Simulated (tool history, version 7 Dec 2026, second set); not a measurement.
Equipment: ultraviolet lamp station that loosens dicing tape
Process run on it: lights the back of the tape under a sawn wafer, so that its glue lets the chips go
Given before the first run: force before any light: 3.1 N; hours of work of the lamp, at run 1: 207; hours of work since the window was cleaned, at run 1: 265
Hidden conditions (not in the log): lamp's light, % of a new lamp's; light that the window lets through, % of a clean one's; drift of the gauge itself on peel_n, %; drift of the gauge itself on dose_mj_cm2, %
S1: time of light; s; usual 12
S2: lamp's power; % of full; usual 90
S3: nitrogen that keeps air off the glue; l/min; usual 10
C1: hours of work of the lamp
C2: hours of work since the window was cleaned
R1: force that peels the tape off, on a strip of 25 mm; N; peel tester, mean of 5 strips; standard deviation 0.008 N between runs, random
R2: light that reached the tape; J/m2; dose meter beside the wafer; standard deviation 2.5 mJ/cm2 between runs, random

run   hour  S1  S2  S3   C1   C2     R1    R2
  1    0.0  12  90  10  207  265  0.301  3150
  2   23.8  12  90  10  217  275  0.306  3130
  3   47.0  12  90  13  227  285  0.280  3150
  4   61.7  12  90  13  233  291  0.274  3200
  5   86.0  12  90  13  243  302  0.294  3120
  6  106.7  12  90  13  252  310  0.271  3160
  7  126.5  12  90  10  260  319  0.318  3170
  8  141.8  12  90  10  267  325  0.322  3110
  9  158.5  11  76   4  274  332  0.692  2460
 10  179.4  11  76   4  283  341  0.714  2430
 11  201.9  11  76   4  292  351  0.702  2450
 12  212.6  19  69  17  297  355  0.194  3800
 13  227.1  12  68  12  303  361  0.457  2390
 14  239.5   7  68  11  308  367  0.998  1390
 15  262.6  13  92  11  318  376  0.246  3430
 16  282.1  13  84   4  326  385  0.464  3150

Branching from run 16: 4 alternative next runs. What would each branch give?
  A  301.4  13  80   4  334  393   ?   ?
  B  301.4  23  84   4  334  393   ?   ?
  C  301.4  12  82   7  334  393   ?   ?
  D  301.4  12  91  13  334  393   ?   ?

run     R1    R2
  A  0.524  3030
  B  0.186  5610
  C  0.439  2840
  D  0.285  3210
Had the tool no hidden state, the same runs would have come out as:
run     R1    R2
  A  0.523  3030
  B  0.186  5620
  C  0.438  2840
  D  0.284  3220

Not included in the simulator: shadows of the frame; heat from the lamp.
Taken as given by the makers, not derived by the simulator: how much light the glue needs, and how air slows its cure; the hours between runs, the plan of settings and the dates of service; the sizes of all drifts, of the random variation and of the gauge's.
